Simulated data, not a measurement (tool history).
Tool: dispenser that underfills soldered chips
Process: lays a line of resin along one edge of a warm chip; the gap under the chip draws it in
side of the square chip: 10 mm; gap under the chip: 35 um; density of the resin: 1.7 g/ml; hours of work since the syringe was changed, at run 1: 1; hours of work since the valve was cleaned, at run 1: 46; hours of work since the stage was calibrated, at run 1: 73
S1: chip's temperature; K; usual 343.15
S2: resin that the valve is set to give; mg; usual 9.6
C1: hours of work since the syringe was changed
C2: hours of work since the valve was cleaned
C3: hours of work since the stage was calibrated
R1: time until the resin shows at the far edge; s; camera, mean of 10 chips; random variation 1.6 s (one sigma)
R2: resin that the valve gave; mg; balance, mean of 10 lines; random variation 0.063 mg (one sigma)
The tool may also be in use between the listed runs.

{"run": 1, "hour": 0.0, "S1": 343.15, "S2": 9.6, "C1": 1, "C2": 46, "C3": 73, "R1": 161.9, "R2": 9.14}
{"run": 2, "hour": 6.2, "S1": 349.15, "S2": 9.6, "C1": 5, "C2": 50, "C3": 77, "R1": 155.6, "R2": 9.18}
{"hour": 10.4, "done": "new syringe of resin"}
{"run": 3, "hour": 11.6, "S1": 349.15, "S2": 8.96, "C1": 1, "C2": 54, "C3": 80, "R1": 131.1, "R2": 8.42}
{"run": 4, "hour": 15.9, "S1": 339.15, "S2": 9.6, "C1": 4, "C2": 57, "C3": 83, "R1": 219.9, "R2": 9.12}
{"run": 5, "hour": 20.2, "S1": 339.15, "S2": 8.45, "C1": 6, "C2": 59, "C3": 86, "R1": 263.7, "R2": 7.94}
{"hour": 21.4, "done": "new syringe of resin"}
{"run": 6, "hour": 24.5, "S1": 341.15, "S2": 9.27, "C1": 2, "C2": 62, "C3": 89, "R1": 189.5, "R2": 8.62}
{"run": 7, "hour": 30.6, "S1": 333.15, "S2": 9.33, "C1": 6, "C2": 66, "C3": 93, "R1": 321.3, "R2": 8.6}
{"hour": 32.5, "done": "new syringe of resin"}
{"run": 8, "hour": 34.7, "S1": 340.15, "S2": 9.48, "C1": 1, "C2": 69, "C3": 95, "R1": 192.1, "R2": 8.79}
{"run": 9, "hour": 38.9, "S1": 340.15, "S2": 8.77, "C1": 4, "C2": 71, "C3": 98, "R1": 227, "R2": 8.18}
{"hour": 43.5, "done": "new syringe of resin"}
{"run": 10, "hour": 45.1, "S1": 350.15, "S2": 8.78, "C1": 1, "C2": 75, "C3": 102, "R1": 129.8, "R2": 8.11}

Forecast each of these 3 alternatives for the next run:
{"run": "A", "hour": 48.1, "S1": 331.15, "S2": 10.39, "C1": 3, "C2": 77, "C3": 104, "R1": "?", "R2": "?"}
{"run": "B", "hour": 48.1, "S1": 331.15, "S2": 8.78, "C1": 3, "C2": 77, "C3": 104, "R1": "?", "R2": "?"}
{"run": "C", "hour": 48.1, "S1": 332.15, "S2": 9.53, "C1": 3, "C2": 77, "C3": 104, "R1": "?", "R2": "?"}

run=A R1=300.9 R2=9.55
run=B R1=320.4 R2=8.1
run=C R1=296.7 R2=8.77
Without the tool's hidden state the same runs would have given:
run=A R1=246.5 R2=10.36
run=B R1=259.9 R2=8.78
run=C R1=242 R2=9.51

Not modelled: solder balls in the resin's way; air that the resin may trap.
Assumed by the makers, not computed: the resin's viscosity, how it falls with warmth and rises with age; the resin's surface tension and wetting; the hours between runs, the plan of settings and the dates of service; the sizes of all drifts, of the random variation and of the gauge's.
